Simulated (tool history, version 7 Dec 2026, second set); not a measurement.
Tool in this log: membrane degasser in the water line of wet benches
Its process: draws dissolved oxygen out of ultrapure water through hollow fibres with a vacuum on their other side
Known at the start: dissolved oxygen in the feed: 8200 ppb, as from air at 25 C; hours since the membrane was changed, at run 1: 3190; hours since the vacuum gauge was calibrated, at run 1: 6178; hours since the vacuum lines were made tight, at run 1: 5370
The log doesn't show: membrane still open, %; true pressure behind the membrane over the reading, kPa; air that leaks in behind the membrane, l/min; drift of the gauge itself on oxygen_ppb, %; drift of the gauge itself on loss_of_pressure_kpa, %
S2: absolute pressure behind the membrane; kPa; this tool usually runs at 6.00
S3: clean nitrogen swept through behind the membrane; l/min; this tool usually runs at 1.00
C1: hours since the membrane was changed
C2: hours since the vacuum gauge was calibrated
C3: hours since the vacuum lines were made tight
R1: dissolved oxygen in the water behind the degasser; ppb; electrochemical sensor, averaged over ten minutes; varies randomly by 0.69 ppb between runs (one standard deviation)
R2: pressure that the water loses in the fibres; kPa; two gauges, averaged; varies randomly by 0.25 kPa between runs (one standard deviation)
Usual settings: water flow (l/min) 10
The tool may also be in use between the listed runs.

Run 1, hour 0.0: usual settings; C1 3190; C2 6178; C3 5370. Result: R1 71.7 ppb, R2 66.01 kPa.
Run 2, hour 180.5: usual settings; C1 3371; C2 6359; C3 5550. Result: R1 72.3 ppb, R2 66.06 kPa.
Run 3, hour 327.0: usual settings but S2 4.08 kPa; C1 3517; C2 6505; C3 5697. Result: R1 25.5 ppb, R2 66.24 kPa.
At hour 400.1: vacuum gauge calibrated.
Run 4, hour 521.8: usual settings but S2 4.08 kPa; C1 3712; C2 122; C3 5891. Result: R1 25.9 ppb, R2 66.35 kPa.
Run 5, hour 740.7: usual settings but S3 0.55 l/min; C1 3930; C2 341; C3 6110. Result: R1 120.0 ppb, R2 66.62 kPa.
Run 6, hour 994.3: usual settings but S3 0.86 l/min; C1 4184; C2 594; C3 6363. Result: R1 81.0 ppb, R2 66.16 kPa.
Run 7, hour 1258.6: usual settings but S3 0.86 l/min; C1 4448; C2 859; C3 6628. Result: R1 80.2 ppb, R2 66.76 kPa.
Run 8, hour 1537.8: usual settings; C1 4728; C2 1138; C3 6907. Result: R1 69.7 ppb, R2 66.76 kPa.
Run 9, hour 1735.9: usual settings; C1 4926; C2 1336; C3 7105. Result: R1 71.3 ppb, R2 67.09 kPa.
At hour 1887.8: seals of the vacuum lines changed.
Run 10, hour 2018.7: usual settings; C1 5206; C2 1617; C3 131. Result: R1 70.0 ppb, R2 67.29 kPa.
Run 11, hour 2221.3: usual settings; C1 5409; C2 1819; C3 334. Result: R1 70.1 ppb, R2 67.15 kPa.
Run 12, hour 2455.2: usual settings but water flow (l/min) 12; C1 5643; C2 2053; C3 567. Result: R1 89.5 ppb, R2 80.92 kPa.
Run 13, hour 2689.4: usual settings; C1 5877; C2 2287; C3 802. Result: R1 71.0 ppb, R2 67.34 kPa.
Run 14, hour 2845.4: usual settings; C1 6033; C2 2443; C3 958. Result: R1 69.6 ppb, R2 67.58 kPa.
Run 15, hour 2977.2: usual settings; C1 6165; C2 2575; C3 1089. Result: R1 70.3 ppb, R2 67.42 kPa.
Run 16, hour 3167.7: usual settings; C1 6355; C2 2766; C3 1280. Result: R1 70.5 ppb, R2 68.03 kPa.
Run 17, hour 3285.9: usual settings; C1 6474; C2 2884; C3 1398. Result: R1 71.7 ppb, R2 67.60 kPa.

Run 18 is up next; what results do you expect?
At hour 3422.5: gauge calibrated.
Run 18, hour 3422.5: usual settings; C1 6610; C2 3020; C3 1535. Result: R1 ?, R2 ?.

R1: 71.5 ppb
R2: 66.25 kPa
On a tool with no hidden condition, and with the same random variation, this run would have come out at R1 71.5 ppb, R2 66.21 kPa.

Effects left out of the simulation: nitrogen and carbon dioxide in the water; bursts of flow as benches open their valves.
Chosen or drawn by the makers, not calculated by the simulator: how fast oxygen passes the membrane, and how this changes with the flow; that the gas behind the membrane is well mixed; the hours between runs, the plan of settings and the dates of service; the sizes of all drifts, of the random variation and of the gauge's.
